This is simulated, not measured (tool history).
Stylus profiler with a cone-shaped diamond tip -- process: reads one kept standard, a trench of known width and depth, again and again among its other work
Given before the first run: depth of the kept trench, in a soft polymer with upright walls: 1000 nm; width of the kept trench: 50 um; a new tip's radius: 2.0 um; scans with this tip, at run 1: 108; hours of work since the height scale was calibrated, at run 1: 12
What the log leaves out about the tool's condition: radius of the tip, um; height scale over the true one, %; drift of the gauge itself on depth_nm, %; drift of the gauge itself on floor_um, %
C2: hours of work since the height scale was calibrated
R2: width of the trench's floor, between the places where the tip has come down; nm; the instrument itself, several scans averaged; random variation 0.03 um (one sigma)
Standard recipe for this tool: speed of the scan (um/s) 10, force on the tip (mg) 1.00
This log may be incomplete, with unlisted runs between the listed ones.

run 1 hour=0.0 | speed_of_the_scan_(um/s)=10 force_on_the_tip_(mg)=1.00 | scans_with_this_tip=108 C2=12 | depth_of_the_trench_(Å)=10080.6 R2=46470
run 2 hour=63.8 | speed_of_the_scan_(um/s)=10 force_on_the_tip_(mg)=1.00 | scans_with_this_tip=510 C2=55 | depth_of_the_trench_(Å)=10074.8 R2=46330
run 3 hour=113.2 | speed_of_the_scan_(um/s)=20 force_on_the_tip_(mg)=1.00 | scans_with_this_tip=822 C2=89 | depth_of_the_trench_(Å)=10069.9 R2=46240
run 4 hour=193.0 | speed_of_the_scan_(um/s)=20 force_on_the_tip_(mg)=1.00 | scans_with_this_tip=1325 C2=144 | depth_of_the_trench_(Å)=10073.2 R2=46110
run 5 hour=239.1 | speed_of_the_scan_(um/s)=10 force_on_the_tip_(mg)=1.00 | scans_with_this_tip=1616 C2=176 | depth_of_the_trench_(Å)=10069.4 R2=46100
run 6 hour=324.6 | speed_of_the_scan_(um/s)=11 force_on_the_tip_(mg)=1.00 | scans_with_this_tip=2156 C2=234 | depth_of_the_trench_(Å)=10065.6 R2=45980
run 7 hour=367.6 | speed_of_the_scan_(um/s)=10 force_on_the_tip_(mg)=1.00 | scans_with_this_tip=2427 C2=264 | depth_of_the_trench_(Å)=10061.9 R2=45820
run 8 hour=439.7 | speed_of_the_scan_(um/s)=10 force_on_the_tip_(mg)=1.18 | scans_with_this_tip=2882 C2=313 | depth_of_the_trench_(Å)=10069.2 R2=45810
run 9 hour=517.9 | speed_of_the_scan_(um/s)=10 force_on_the_tip_(mg)=1.18 | scans_with_this_tip=3375 C2=367 | depth_of_the_trench_(Å)=10063.2 R2=45680
run 10 hour=597.1 | speed_of_the_scan_(um/s)=10 force_on_the_tip_(mg)=1.18 | scans_with_this_tip=3875 C2=421 | depth_of_the_trench_(Å)=10060.8 R2=45530
run 11 hour=650.5 | speed_of_the_scan_(um/s)=10 force_on_the_tip_(mg)=1.00 | scans_with_this_tip=4211 C2=458 | depth_of_the_trench_(Å)=10054.8 R2=45510
run 12 hour=727.8 | speed_of_the_scan_(um/s)=10 force_on_the_tip_(mg)=1.00 | scans_with_this_tip=4699 C2=511 | depth_of_the_trench_(Å)=10053.7 R2=45400
run 13 hour=770.5 | speed_of_the_scan_(um/s)=10 force_on_the_tip_(mg)=1.00 | scans_with_this_tip=4969 C2=540 | depth_of_the_trench_(Å)=10050.6 R2=45300
run 14 hour=813.0 | speed_of_the_scan_(um/s)=10 force_on_the_tip_(mg)=1.00 | scans_with_this_tip=5237 C2=569 | depth_of_the_trench_(Å)=10047.4 R2=45320
run 15 hour=871.8 | speed_of_the_scan_(um/s)=10 force_on_the_tip_(mg)=1.00 | scans_with_this_tip=5608 C2=609 | depth_of_the_trench_(Å)=10050.2 R2=45210
run 16 hour=923.2 | speed_of_the_scan_(um/s)=10 force_on_the_tip_(mg)=0.34 | scans_with_this_tip=5932 C2=645 | depth_of_the_trench_(Å)=10005.8 R2=45120
run 17 hour=965.5 | speed_of_the_scan_(um/s)=10 force_on_the_tip_(mg)=0.34 | scans_with_this_tip=6199 C2=674 | depth_of_the_trench_(Å)=10007.8 R2=45030
run 18 hour=1013.4 | speed_of_the_scan_(um/s)=10 force_on_the_tip_(mg)=0.34 | scans_with_this_tip=6501 C2=706 | depth_of_the_trench_(Å)=10007.7 R2=45000
-- hour=1021.2 height scale calibrated on a step standard
run 19 hour=1082.2 | speed_of_the_scan_(um/s)=10 force_on_the_tip_(mg)=0.81 | scans_with_this_tip=6932 C2=42 | depth_of_the_trench_(Å)=10024.2 R2=44940
run 20 hour=1122.2 | speed_of_the_scan_(um/s)=3 force_on_the_tip_(mg)=0.81 | scans_with_this_tip=7184 C2=69 | depth_of_the_trench_(Å)=10018.6 R2=44900
run 21 hour=1158.7 | speed_of_the_scan_(um/s)=15 force_on_the_tip_(mg)=0.81 | scans_with_this_tip=7415 C2=94 | depth_of_the_trench_(Å)=10017.3 R2=44850
-- hour=1213.2 height scale calibrated on a step standard, once more
run 22 hour=1243.2 | speed_of_the_scan_(um/s)=15 force_on_the_tip_(mg)=0.81 | scans_with_this_tip=7945 C2=21 | depth_of_the_trench_(Å)=10065.3 R2=44760
run 23 hour=1321.0 | speed_of_the_scan_(um/s)=15 force_on_the_tip_(mg)=0.52 | scans_with_this_tip=8436 C2=74 | depth_of_the_trench_(Å)=10048.9 R2=44560
run 24 hour=1395.5 | speed_of_the_scan_(um/s)=14 force_on_the_tip_(mg)=2.66 | scans_with_this_tip=8906 C2=125 | depth_of_the_trench_(Å)=10143.1 R2=44590
run 25 hour=1456.1 | speed_of_the_scan_(um/s)=13 force_on_the_tip_(mg)=2.68 | scans_with_this_tip=9288 C2=167 | depth_of_the_trench_(Å)=10142.5 R2=44540
run 26 hour=1511.7 | speed_of_the_scan_(um/s)=5 force_on_the_tip_(mg)=1.74 | scans_with_this_tip=9639 C2=205 | depth_of_the_trench_(Å)=10103.2 R2=44480
run 27 hour=1573.6 | speed_of_the_scan_(um/s)=5 force_on_the_tip_(mg)=1.74 | scans_with_this_tip=10029 C2=247 | depth_of_the_trench_(Å)=10100.8 R2=44430
run 28 hour=1656.8 | speed_of_the_scan_(um/s)=5 force_on_the_tip_(mg)=1.74 | scans_with_this_tip=10554 C2=304 | depth_of_the_trench_(Å)=10101.1 R2=44370
run 29 hour=1735.4 | speed_of_the_scan_(um/s)=7 force_on_the_tip_(mg)=0.35 | scans_with_this_tip=11050 C2=358 | depth_of_the_trench_(Å)=10027.1 R2=44230
run 30 hour=1808.5 | speed_of_the_scan_(um/s)=7 force_on_the_tip_(mg)=0.35 | scans_with_this_tip=11511 C2=408 | depth_of_the_trench_(Å)=10017.5 R2=44130
run 31 hour=1895.5 | speed_of_the_scan_(um/s)=27 force_on_the_tip_(mg)=2.82 | scans_with_this_tip=12060 C2=468 | depth_of_the_trench_(Å)=10129.3 R2=44020
run 32 hour=1976.2 | speed_of_the_scan_(um/s)=4 force_on_the_tip_(mg)=2.93 | scans_with_this_tip=12569 C2=523 | depth_of_the_trench_(Å)=10127.2 R2=44020
run 33 hour=2024.2 | speed_of_the_scan_(um/s)=36 force_on_the_tip_(mg)=0.71 | scans_with_this_tip=12872 C2=556 | depth_of_the_trench_(Å)=10041.0 R2=43780
-- hour=2041.6 new tip fitted, height scale calibrated
run 34 hour=2085.1 | speed_of_the_scan_(um/s)=10 force_on_the_tip_(mg)=1.07 | scans_with_this_tip=274 C2=30 | depth_of_the_trench_(Å)=10074.6 R2=46460
run 35 hour=2172.9 | speed_of_the_scan_(um/s)=29 force_on_the_tip_(mg)=0.66 | scans_with_this_tip=828 C2=90 | depth_of_the_trench_(Å)=10049.4 R2=46160
run 36 hour=2236.1 | speed_of_the_scan_(um/s)=29 force_on_the_tip_(mg)=0.66 | scans_with_this_tip=1227 C2=133 | depth_of_the_trench_(Å)=10043.2 R2=46010
run 37 hour=2303.8 | speed_of_the_scan_(um/s)=2 force_on_the_tip_(mg)=0.44 | scans_with_this_tip=1654 C2=180 | depth_of_the_trench_(Å)=10025.0 R2=46140
run 38 hour=2347.8 | speed_of_the_scan_(um/s)=10 force_on_the_tip_(mg)=2.38 | scans_with_this_tip=1931 C2=210 | depth_of_the_trench_(Å)=10118.2 R2=46020
run 39 hour=2430.5 | speed_of_the_scan_(um/s)=25 force_on_the_tip_(mg)=0.60 | scans_with_this_tip=2453 C2=267 | depth_of_the_trench_(Å)=10036.5 R2=45720
run 40 hour=2498.6 | speed_of_the_scan_(um/s)=25 force_on_the_tip_(mg)=2.06 | scans_with_this_tip=2883 C2=313 | depth_of_the_trench_(Å)=10101.7 R2=45750
run 41 hour=2553.7 | speed_of_the_scan_(um/s)=3 force_on_the_tip_(mg)=2.24 | scans_with_this_tip=3230 C2=351 | depth_of_the_trench_(Å)=10101.8 R2=45800
run 42 hour=2626.8 | speed_of_the_scan_(um/s)=10 force_on_the_tip_(mg)=0.86 | scans_with_this_tip=3692 C2=401 | depth_of_the_trench_(Å)=10040.8 R2=45560
run 43 hour=2705.2 | speed_of_the_scan_(um/s)=11 force_on_the_tip_(mg)=2.95 | scans_with_this_tip=4186 C2=455 | depth_of_the_trench_(Å)=10124.4 R2=45530
run 44 hour=2750.8 | speed_of_the_scan_(um/s)=36 force_on_the_tip_(mg)=1.03 | scans_with_this_tip=4474 C2=486 | depth_of_the_trench_(Å)=10045.8 R2=45280
run 45 hour=2808.9 | speed_of_the_scan_(um/s)=8 force_on_the_tip_(mg)=2.57 | scans_with_this_tip=4841 C2=526 | depth_of_the_trench_(Å)=10113.7 R2=45400

A few steps of depth of the trench (Å) between consecutive runs. Split each: what settings, incoming material and random variation would produce without the hidden state, and what is left over for the hidden state, along with gauge scatter present in only one of the two compared results (measured, and without hidden state):
Run 18 -> 19: force on the tip (mg) 0.34 -> 0.81, height scale calibrated on a step standard. depth of the trench (Å) +16.5: hidden state -13.2, all else +29.7.
Run 21 -> 22: height scale calibrated on a step standard, once more. depth of the trench (Å) +48.0: hidden state +48.8, all else -0.8.
Run 23 -> 24: speed of the scan (um/s) 15 -> 14, force on the tip (mg) 0.52 -> 2.66. depth of the trench (Å) +94.2: hidden state -2.4, all else +96.6.
Run 30 -> 31: speed of the scan (um/s) 7 -> 27, force on the tip (mg) 0.35 -> 2.82. depth of the trench (Å) +111.8: hidden state -3.0, all else +114.8.
Run 33 -> 34: speed of the scan (um/s) 36 -> 10, force on the tip (mg) 0.71 -> 1.07, new tip fitted, height scale calibrated. depth of the trench (Å) +33.6: hidden state +16.1, all else +17.5.
Run 37 -> 38: speed of the scan (um/s) 2 -> 10, force on the tip (mg) 0.44 -> 2.38. depth of the trench (Å) +93.2: hidden state -1.5, all else +94.7.
